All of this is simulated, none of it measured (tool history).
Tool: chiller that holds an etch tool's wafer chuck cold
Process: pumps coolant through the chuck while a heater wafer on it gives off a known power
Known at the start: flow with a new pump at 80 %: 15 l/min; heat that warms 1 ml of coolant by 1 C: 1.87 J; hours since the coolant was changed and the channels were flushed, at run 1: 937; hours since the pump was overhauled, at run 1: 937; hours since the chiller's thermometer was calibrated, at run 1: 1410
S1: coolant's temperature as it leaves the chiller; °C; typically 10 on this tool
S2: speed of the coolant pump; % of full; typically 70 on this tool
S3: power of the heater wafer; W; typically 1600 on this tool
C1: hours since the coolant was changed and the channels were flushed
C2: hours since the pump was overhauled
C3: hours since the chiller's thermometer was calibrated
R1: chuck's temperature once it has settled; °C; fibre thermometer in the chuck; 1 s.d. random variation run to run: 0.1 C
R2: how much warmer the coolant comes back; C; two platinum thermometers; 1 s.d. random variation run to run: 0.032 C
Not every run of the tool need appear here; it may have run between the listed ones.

run,hour,S1,S2,S3,C1,C2,C3,R1,R2
1,0.0,10,70,1600,937,937,1410,24.1,4.06
2,24.2,10,70,1600,962,962,1434,24.1,4.06
3,53.0,10,70,1600,990,990,1463,24.2,4.11
4,84.2,10,70,1600,1022,1022,1494,24.1,4.05
5,117.8,10,70,1600,1055,1055,1528,24.0,4.16
6,148.2,8,70,1600,1085,1085,1558,22.3,4.08
7,180.6,10,68,1600,1118,1118,1590,24.6,4.29
8,213.9,10,70,1600,1151,1151,1624,24.1,4.13
9,233.1,10,70,1600,1170,1170,1643,24.1,4.17
10,249.9,10,73,1600,1187,1187,1660,24.0,3.99
11,271.8,3,83,1174,1209,1209,1682,12.6,2.58
12,306.4,3,83,1174,1244,1244,1716,12.5,2.54
13,327.2,3,83,1174,1265,1265,1737,12.8,2.59
14,343.4,6,77,1927,1281,1281,1753,22.5,4.47
15,366.5,10,66,1600,1304,1304,1776,25.1,4.41
16,382.0,10,91,955,1319,1319,1792,17.7,1.89
17,413.8,6,70,823,1351,1351,1824,13.8,2.15
18,435.7,4,79,1600,1373,1373,1846,17.7,3.66
19,461.8,1,65,984,1399,1399,1872,10.5,2.65
20,490.8,10,63,1447,1428,1428,1901,24.1,4.14

Predict each of these 3 candidate next runs independently; none follows another, all start after run 20:
A,520.0,16,85,1600,1457,1457,1930,?,?
B,520.0,1,77,1390,1457,1457,1930,?,?
C,520.0,2,63,1936,1457,1457,1930,?,?

run,R1,R2
A,29.2,3.41
B,13.1,3.20
C,20.6,5.59
The same runs, with their run-to-run variation unchanged, on a tool lacking any hidden condition would have given:
run,R1,R2
A,27.3,3.24
B,11.3,3.03
C,18.2,5.31

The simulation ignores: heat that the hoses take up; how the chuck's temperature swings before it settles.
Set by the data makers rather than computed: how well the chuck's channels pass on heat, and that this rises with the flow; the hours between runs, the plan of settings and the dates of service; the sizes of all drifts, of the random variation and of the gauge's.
